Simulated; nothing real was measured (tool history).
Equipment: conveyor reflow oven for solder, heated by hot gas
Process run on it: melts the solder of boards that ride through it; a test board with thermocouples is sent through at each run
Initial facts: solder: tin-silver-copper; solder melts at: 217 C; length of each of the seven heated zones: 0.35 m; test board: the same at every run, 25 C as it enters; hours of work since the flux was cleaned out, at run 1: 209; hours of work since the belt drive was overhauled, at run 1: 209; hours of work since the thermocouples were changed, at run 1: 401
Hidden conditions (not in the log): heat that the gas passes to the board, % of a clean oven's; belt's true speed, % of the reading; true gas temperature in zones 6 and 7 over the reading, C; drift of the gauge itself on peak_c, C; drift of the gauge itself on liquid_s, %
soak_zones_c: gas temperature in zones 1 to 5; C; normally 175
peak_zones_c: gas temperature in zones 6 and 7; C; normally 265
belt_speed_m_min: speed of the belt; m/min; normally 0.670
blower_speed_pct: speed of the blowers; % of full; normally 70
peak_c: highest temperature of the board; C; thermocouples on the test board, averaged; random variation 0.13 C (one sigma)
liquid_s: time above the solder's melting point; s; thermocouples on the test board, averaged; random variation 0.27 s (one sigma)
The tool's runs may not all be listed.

| run | hour | soak_zones_c | peak_zones_c | belt_speed_m_min | blower_speed_pct | hours of work since the flux was cleaned out | hours of work since the belt drive was overhauled | hours of work since the thermocouples were changed | peak_c | liquid_s |
|---|---|---|---|---|---|---|---|---|---|---|
| 1 | 0.0 | 175 | 265 | 0.670 | 70 | 209 | 209 | 401 | 246.1 | 42.0 |
| 2 | 25.5 | 175 | 265 | 0.670 | 70 | 226 | 226 | 418 | 246.0 | 41.8 |
| 3 | 46.1 | 175 | 265 | 0.670 | 70 | 239 | 239 | 432 | 246.1 | 42.5 |
| 4 | 67.0 | 175 | 265 | 0.670 | 70 | 253 | 253 | 446 | 246.1 | 42.0 |
| 5 | 85.8 | 175 | 265 | 0.670 | 58 | 266 | 266 | 458 | 243.0 | 39.1 |
| 6 | 96.7 | 175 | 265 | 0.670 | 58 | 273 | 273 | 466 | 242.6 | 38.7 |
| 7 | 110.2 | 175 | 265 | 0.670 | 70 | 282 | 282 | 475 | 245.9 | 42.2 |
| 8 | 126.9 | 175 | 265 | 0.670 | 70 | 293 | 293 | 486 | 246.0 | 42.0 |
| 9 | 145.4 | 175 | 265 | 0.670 | 70 | 306 | 306 | 498 | 246.0 | 41.8 |
| 10 | 169.1 | 175 | 269 | 0.670 | 70 | 321 | 321 | 514 | 249.1 | 44.4 |
| 11 | 193.5 | 175 | 265 | 0.664 | 70 | 338 | 338 | 530 | 246.3 | 42.9 |
| 12 | 208.2 | 175 | 265 | 0.664 | 70 | 348 | 348 | 540 | 246.2 | 42.5 |
| 13 | 233.7 | 164 | 258 | 0.793 | 54 | 365 | 365 | 557 | 225.6 | 12.4 |
| 14 | 248.4 | 190 | 255 | 0.542 | 50 | 374 | 374 | 567 | 243.0 | 57.3 |
| 15 | 261.6 | 176 | 264 | 0.670 | 70 | 383 | 383 | 576 | 245.2 | 42.2 |
| 16 | 274.8 | 176 | 264 | 0.670 | 70 | 392 | 392 | 584 | 245.3 | 42.1 |
| 17 | 289.4 | 161 | 265 | 0.670 | 68 | 402 | 402 | 594 | 242.2 | 35.0 |
|  | 294.9 | belt drive overhauled, speed set with a stopwatch |
| 18 | 318.4 | 165 | 265 | 0.670 | 51 | 418 | 16 | 611 | 238.2 | 31.5 |
|  | 336.0 | thermocouples of zones 6 and 7 changed |
| 19 | 337.1 | 165 | 265 | 0.648 | 51 | 429 | 27 | 1 | 238.6 | 33.1 |
|  | 346.1 | belt drive overhauled, speed set with a stopwatch, once more |
| 20 | 354.7 | 175 | 261 | 0.672 | 50 | 439 | 6 | 10 | 235.4 | 30.8 |
| 21 | 366.3 | 173 | 258 | 0.608 | 71 | 446 | 13 | 18 | 241.6 | 42.7 |
| 22 | 384.1 | 173 | 261 | 0.608 | 84 | 458 | 25 | 29 | 246.4 | 47.4 |
| 23 | 406.8 | 170 | 265 | 0.633 | 54 | 473 | 40 | 45 | 241.3 | 37.8 |
|  | 417.8 | flux residue cleaned out of gas plates and filters |
| 24 | 437.8 | 170 | 263 | 0.633 | 50 | 13 | 58 | 62 | 240.0 | 37.1 |

For each entry between runs, how does the tool's hidden state at the last listed run before it compare with that at the first listed run after it?
Between runs 17 and 18: belt drive overhauled, speed set with a stopwatch (hour 294.9)
  heat that the gas passes to the board, % of a clean oven's: 92.9 -> 92.6; belt's true speed, % of the reading: 99.18 -> 98.82; true gas temperature in zones 6 and 7 over the reading, C: 1.56 -> 1.6
  measured result minus the result with no hidden state, peak_c: -0.6 -> -0.3 C; liquid_s: -0.7 -> -0.2 s
Between runs 18 and 19: thermocouples of zones 6 and 7 changed (hour 336.0)
  heat that the gas passes to the board, % of a clean oven's: 92.6 -> 92.5; belt's true speed, % of the reading: 98.82 -> 98.79; true gas temperature in zones 6 and 7 over the reading, C: 1.6 -> 0.26
  measured result minus the result with no hidden state, peak_c: -0.3 -> -1.3 C; liquid_s: -0.2 -> -1.2 s
Between runs 19 and 20: belt drive overhauled, speed set with a stopwatch, once more (hour 346.1)
  heat that the gas passes to the board, % of a clean oven's: 92.5 -> 92.3; belt's true speed, % of the reading: 98.79 -> 100.14; true gas temperature in zones 6 and 7 over the reading, C: 0.26 -> 0.28
  measured result minus the result with no hidden state, peak_c: -1.3 -> -1.7 C; liquid_s: -1.2 -> -2.4 s
Between runs 23 and 24: flux residue cleaned out of gas plates and filters (hour 417.8)
  heat that the gas passes to the board, % of a clean oven's: 91.8 -> 99.1; belt's true speed, % of the reading: 100.05 -> 100.01; true gas temperature in zones 6 and 7 over the reading, C: 0.38 -> 0.43
  measured result minus the result with no hidden state, peak_c: -1.8 -> +0.2 C; liquid_s: -2.2 -> +0.1 s

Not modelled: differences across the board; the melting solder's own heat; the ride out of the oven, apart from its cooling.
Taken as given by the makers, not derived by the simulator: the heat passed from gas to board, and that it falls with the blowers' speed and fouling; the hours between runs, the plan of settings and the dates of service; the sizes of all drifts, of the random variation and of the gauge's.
